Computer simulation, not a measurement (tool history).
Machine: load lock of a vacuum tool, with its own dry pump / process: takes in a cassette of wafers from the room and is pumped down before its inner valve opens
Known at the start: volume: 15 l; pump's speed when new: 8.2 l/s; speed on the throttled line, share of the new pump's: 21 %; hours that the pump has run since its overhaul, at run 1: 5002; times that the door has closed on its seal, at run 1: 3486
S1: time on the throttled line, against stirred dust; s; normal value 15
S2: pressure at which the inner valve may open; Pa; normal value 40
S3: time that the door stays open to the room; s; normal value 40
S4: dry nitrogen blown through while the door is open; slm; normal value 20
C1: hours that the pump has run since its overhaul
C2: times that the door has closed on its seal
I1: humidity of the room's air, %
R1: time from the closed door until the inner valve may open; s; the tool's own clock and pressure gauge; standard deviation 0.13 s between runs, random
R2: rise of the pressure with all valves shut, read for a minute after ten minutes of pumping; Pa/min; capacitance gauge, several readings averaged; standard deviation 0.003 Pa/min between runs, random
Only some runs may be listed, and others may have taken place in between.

run,hour,S1,S2,S3,S4,C1,C2,I1,R1,R2
1,0.0,15,40,40,20,5002,3486,47.1,27.1,0.063
2,83.3,28,40,40,20,5085,3633,44.1,36.8,0.048
3,170.7,28,40,40,20,5173,3788,44.6,36.8,0.055
4,247.4,28,40,40,20,5250,3924,47.1,37.1,0.061
5,330.9,28,40,40,20,5333,4072,48.3,36.8,0.063
6,414.1,16,40,40,20,5416,4220,43.1,27.5,0.059
7,489.3,16,40,40,20,5491,4353,47.5,27.5,0.064
8,552.1,15,40,197,20,5554,4464,44.3,27.1,0.091
9,634.6,15,40,197,20,5637,4611,45.2,26.9,0.098
10,681.9,15,40,197,20,5684,4695,42.2,27.0,0.083
11,732.1,15,40,40,20,5734,4784,46.1,27.0,0.059
12,786.4,10,40,40,20,5789,4880,41.7,23.0,0.057
13,843.4,15,48,40,20,5846,4981,45.6,26.6,0.058
14,892.2,15,39,40,20,5894,5067,40.5,26.8,0.062
15,938.3,15,39,40,20,5940,5149,46.9,26.9,0.062
16,1010.0,15,39,40,20,6012,5276,45.2,26.9,0.060
17,1074.9,15,68,40,20,6077,5391,45.3,26.0,0.068
18,1126.1,15,40,40,20,6128,5482,45.0,27.0,0.063
19,1168.4,15,40,40,42,6171,5557,46.7,26.9,0.051
20,1217.9,8,40,120,10,6220,5645,40.4,21.7,0.096
21,1298.9,8,40,120,10,6301,5788,44.0,21.7,0.099
22,1343.0,8,40,120,31,6345,5867,45.3,21.7,0.072
23,1410.2,8,32,178,31,6412,5986,46.3,22.1,0.084
24,1506.2,15,40,99,20,6508,6156,43.8,27.2,0.077
25,1589.8,15,57,161,5,6592,6304,44.2,26.4,0.131
26,1672.8,15,40,40,36,6675,6451,44.6,27.2,0.057
27,1715.0,15,40,120,13,6717,6526,43.2,27.2,0.094
28,1803.4,15,29,40,20,6806,6683,45.4,27.6,0.069
29,1868.8,18,29,224,20,6871,6799,42.5,29.9,0.103
30,1947.9,18,29,224,20,6950,6939,43.5,30.1,0.105
31,2032.4,15,40,111,39,7035,7089,45.9,27.1,0.079
32,2074.5,20,40,55,20,7077,7164,46.5,31.2,0.073
33,2161.8,20,53,55,20,7164,7318,44.3,30.4,0.074
34,2202.8,20,65,237,20,7205,7391,43.4,30.0,0.106
35,2252.3,26,37,71,26,7254,7479,47.9,36.0,0.078
36,2301.8,26,37,71,26,7304,7567,47.5,35.9,0.075
37,2370.7,26,37,71,16,7373,7689,47.3,36.0,0.088

Below, some changes in R1 between adjacent runs. For each, the amount present without the hidden state too (settings, incoming material, random variation) and the amount remaining for the hidden state with gauge scatter not shared by both compared results:
What the log doesn't record here: pump's speed, % of a new pump's; leak at the door's seal, Pa l/s; drift of the gauge itself on ready_s, %; drift of the gauge itself on rise_pa_min, %.
Run 1 -> 2: S1 15 -> 28. R1 +9.7 s: hidden state -0.2, all else +9.9.
Run 5 -> 6: S1 28 -> 16. R1 -9.3 s: hidden state +0.2, all else -9.5.
Run 16 -> 17: S2 39 -> 68. R1 -0.9 s: hidden state -0.2, all else -0.7.
Run 34 -> 35: S1 20 -> 26, S2 65 -> 37, S3 237 -> 71, S4 20 -> 26. R1 +6.0 s: hidden state +0.0, all else +6.0.
